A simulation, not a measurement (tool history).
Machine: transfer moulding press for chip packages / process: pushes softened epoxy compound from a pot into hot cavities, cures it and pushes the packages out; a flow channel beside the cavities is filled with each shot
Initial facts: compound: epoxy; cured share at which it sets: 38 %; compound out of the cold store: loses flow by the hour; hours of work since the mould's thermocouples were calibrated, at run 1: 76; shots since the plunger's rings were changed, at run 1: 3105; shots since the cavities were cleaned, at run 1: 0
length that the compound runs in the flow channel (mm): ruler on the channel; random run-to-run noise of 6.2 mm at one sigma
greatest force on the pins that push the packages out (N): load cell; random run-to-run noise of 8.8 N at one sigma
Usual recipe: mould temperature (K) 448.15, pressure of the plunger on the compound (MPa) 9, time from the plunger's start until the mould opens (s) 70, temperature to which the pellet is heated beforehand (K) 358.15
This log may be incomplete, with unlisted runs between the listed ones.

| run | hour | mould temperature (K) | pressure of the plunger on the compound (MPa) | time from the plunger's start until the mould opens (s) | temperature to which the pellet is heated beforehand (K) | hours of work since the mould's thermocouples were calibrated | shots since the plunger's rings were changed | shots since the cavities were cleaned | incoming compound's hours out of the cold store | length that the compound runs in the flow channel (mm) | greatest force on the pins that push the packages out (N) |
|---|---|---|---|---|---|---|---|---|---|---|---|
| 1 | 0 | 448.15 | 9 | 70 | 358.15 | 76 | 3105 | 0 | 37.2 | 850 | 382 |
| 2 | 25.8 | 448.15 | 9 | 70 | 358.15 | 95 | 3519 | 414 | 13.1 | 974 | 511 |
| 3 | 44.6 | 448.15 | 9 | 70 | 358.15 | 109 | 3820 | 715 | 27.8 | 883 | 528 |
|  | 72.7 | cavities cleaned with cleaning compound and waxed |
| 4 | 73 | 448.15 | 9 | 70 | 358.15 | 129 | 4251 | 6 | 20.8 | 922 | 395 |
| 5 | 109.5 | 448.15 | 9 | 70 | 358.15 | 155 | 4835 | 590 | 12.3 | 972 | 595 |
|  | 120.1 | plunger's sealing rings changed |
| 6 | 143.5 | 448.15 | 9 | 70 | 358.15 | 179 | 374 | 1095 | 15.4 | 1002 | 598 |
|  | 147.1 | cavities cleaned with cleaning compound and waxed |
| 7 | 163.9 | 448.15 | 9 | 70 | 358.15 | 193 | 677 | 270 | 22.3 | 957 | 486 |
| 8 | 182.3 | 448.15 | 9 | 70 | 358.15 | 206 | 972 | 565 | 30.2 | 913 | 536 |
| 9 | 204.8 | 448.15 | 9 | 70 | 358.15 | 223 | 1332 | 925 | 40.8 | 865 | 560 |
|  | 210.3 | mould's thermocouples calibrated |
|  | 221 | cavities cleaned with cleaning compound and waxed |
| 10 | 236.6 | 448.15 | 9 | 70 | 358.15 | 18 | 1786 | 250 | 44.9 | 819 | 459 |
| 11 | 261.5 | 448.15 | 9 | 70 | 358.15 | 37 | 2185 | 649 | 12.4 | 988 | 583 |
| 12 | 290.8 | 448.15 | 9 | 70 | 358.15 | 58 | 2653 | 1117 | 30.8 | 895 | 593 |
|  | 295.2 | cavities cleaned with cleaning compound and waxed |
| 13 | 316.2 | 448.15 | 9 | 70 | 358.15 | 76 | 3038 | 337 | 8.8 | 1012 | 548 |
| 14 | 352.4 | 448.15 | 9 | 105 | 358.15 | 102 | 3618 | 917 | 41.1 | 827 | 405 |
|  | 369.2 | cavities cleaned with cleaning compound and waxed |
| 15 | 373.5 | 446.15 | 8.36 | 77 | 358.15 | 117 | 3932 | 69 | 36.1 | 834 | 397 |
| 16 | 403.7 | 454.15 | 6.89 | 54 | 348.15 | 139 | 4415 | 552 | 29.7 | 752 | 665 |
|  | 442.7 | plunger's sealing rings changed |
|  | 444.2 | cavities cleaned with cleaning compound and waxed |
| 17 | 447.3 | 452.15 | 9 | 53 | 349.15 | 168 | 50 | 50 | 18 | 959 | 676 |
|  | 462.1 | mould's thermocouples calibrated, once more |
| 18 | 483.5 | 454.15 | 7.51 | 62 | 351.15 | 16 | 597 | 597 | 11 | 903 | 515 |
| 19 | 510.7 | 454.15 | 7.51 | 62 | 351.15 | 36 | 1034 | 1034 | 14.3 | 889 | 565 |
|  | 518.1 | cavities cleaned with cleaning compound and waxed |
| 20 | 532.7 | 453.15 | 10.87 | 74 | 366.15 | 51 | 1362 | 234 | 9.1 | 1092 | 346 |
| 21 | 549.5 | 453.15 | 8.72 | 74 | 367.15 | 63 | 1632 | 504 | 33.1 | 847 | 382 |

Predict the results of run 22:
| 22 | 576 | 453.15 | 6.86 | 74 | 367.15 | 83 | 2056 | 928 | 13.8 | ? | ? |

{"run 22": {"length that the compound runs in the flow channel (mm)": 843, "greatest force on the pins that push the packages out (N)": 434}}
Were there no unlogged condition in the tool, this run, its random variation unchanged, would have produced length that the compound runs in the flow channel (mm) 861, greatest force on the pins that push the packages out (N) 288.
